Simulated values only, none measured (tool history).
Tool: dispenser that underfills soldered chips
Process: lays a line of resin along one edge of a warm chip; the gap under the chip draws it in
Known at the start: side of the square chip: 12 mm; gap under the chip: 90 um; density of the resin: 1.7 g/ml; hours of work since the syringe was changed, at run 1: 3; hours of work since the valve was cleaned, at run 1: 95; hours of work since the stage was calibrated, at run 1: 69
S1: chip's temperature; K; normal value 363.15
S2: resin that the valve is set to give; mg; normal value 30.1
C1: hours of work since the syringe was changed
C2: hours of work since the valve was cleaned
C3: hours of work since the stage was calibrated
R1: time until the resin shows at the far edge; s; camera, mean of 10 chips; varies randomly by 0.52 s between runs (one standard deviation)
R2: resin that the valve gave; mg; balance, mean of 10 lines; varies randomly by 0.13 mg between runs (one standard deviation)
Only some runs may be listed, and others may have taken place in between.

| run | hour | S1 | S2 | C1 | C2 | C3 | R1 | R2 |
|---|---|---|---|---|---|---|---|---|
| 1 | 0 | 363.15 | 30.1 | 3 | 95 | 69 | 53.5 | 28.17 |
|  | 11.1 | new syringe of resin |
| 2 | 11.1 | 369.15 | 30.1 | 0 | 102 | 77 | 33.1 | 28 |
| 3 | 20.3 | 363.15 | 36.1 | 6 | 109 | 83 | 66 | 33.27 |
|  | 22.5 | dispensing valve cleaned and set on the balance |
|  | 27.9 | new syringe of resin |
| 4 | 28.3 | 363.15 | 36.1 | 0 | 4 | 88 | 42.2 | 35.99 |
| 5 | 38.4 | 363.15 | 29.4 | 7 | 11 | 95 | 74 | 29.22 |
|  | 42.9 | new syringe of resin |
| 6 | 52.4 | 365.15 | 29.4 | 7 | 20 | 104 | 63.3 | 28.72 |
|  | 58.2 | new syringe of resin |
| 7 | 68.2 | 365.15 | 34.8 | 7 | 31 | 115 | 62.9 | 33.88 |
|  | 73.2 | new syringe of resin |
| 8 | 77.3 | 374.15 | 34.8 | 3 | 37 | 121 | 31.5 | 33.93 |
|  | 88.4 | new syringe of resin |
| 9 | 88.9 | 374.15 | 34.8 | 0 | 45 | 129 | 26.8 | 34.06 |
| 10 | 99.7 | 357.15 | 34.8 | 8 | 53 | 137 | 97.6 | 33.7 |
|  | 104.8 | new syringe of resin |
| 11 | 111.5 | 357.15 | 32.5 | 5 | 61 | 145 | 78.5 | 31.23 |
|  | 120 | new syringe of resin |
| 12 | 120.1 | 367.15 | 26.5 | 0 | 67 | 150 | 37.8 | 25.42 |
| 13 | 130 | 359.15 | 28.1 | 7 | 73 | 157 | 88.2 | 26.76 |
|  | 135.3 | new syringe of resin |
| 14 | 142.1 | 371.15 | 34.2 | 5 | 82 | 166 | 41.5 | 32.25 |
|  | 151.5 | new syringe of resin |
| 15 | 152.5 | 365.15 | 32 | 1 | 89 | 173 | 41.6 | 30.13 |
| 16 | 162.7 | 359.15 | 32.5 | 8 | 96 | 180 | 92.2 | 30.33 |
|  | 167 | new syringe of resin |
| 17 | 178.3 | 359.15 | 32.5 | 8 | 107 | 190 | 92.3 | 30.32 |
|  | 182.2 | new syringe of resin |
|  | 183.2 | dispensing valve cleaned and set on the balance |
| 18 | 187.5 | 362.15 | 34 | 3 | 3 | 196 | 55 | 33.98 |
|  | 199.1 | new syringe of resin |
| 19 | 203.2 | 362.15 | 28.7 | 3 | 14 | 207 | 55.9 | 28.5 |

Predict each of these 4 candidate next runs independently; none follows another, all start after run 19:
| A | 210.8 | 363.15 | 25.9 | 8 | 19 | 212 | ? | ? |
| B | 210.8 | 375.15 | 28.7 | 8 | 19 | 212 | ? | ? |
| C | 210.8 | 364.15 | 32.5 | 8 | 19 | 212 | ? | ? |
| D | 210.8 | 354.15 | 35.6 | 8 | 19 | 212 | ? | ? |

| run | R1 | R2 |
|---|---|---|
| A | 82.4 | 25.63 |
| B | 47.6 | 28.37 |
| C | 74.7 | 32.26 |
| D | 115.5 | 35.4 |
Take away the tool's hidden state, keep each run's random variation, and the runs would have read:
| run | R1 | R2 |
|---|---|---|
| A | 44.4 | 25.95 |
| B | 25.7 | 28.73 |
| C | 40.4 | 32.67 |
| D | 62.1 | 35.85 |
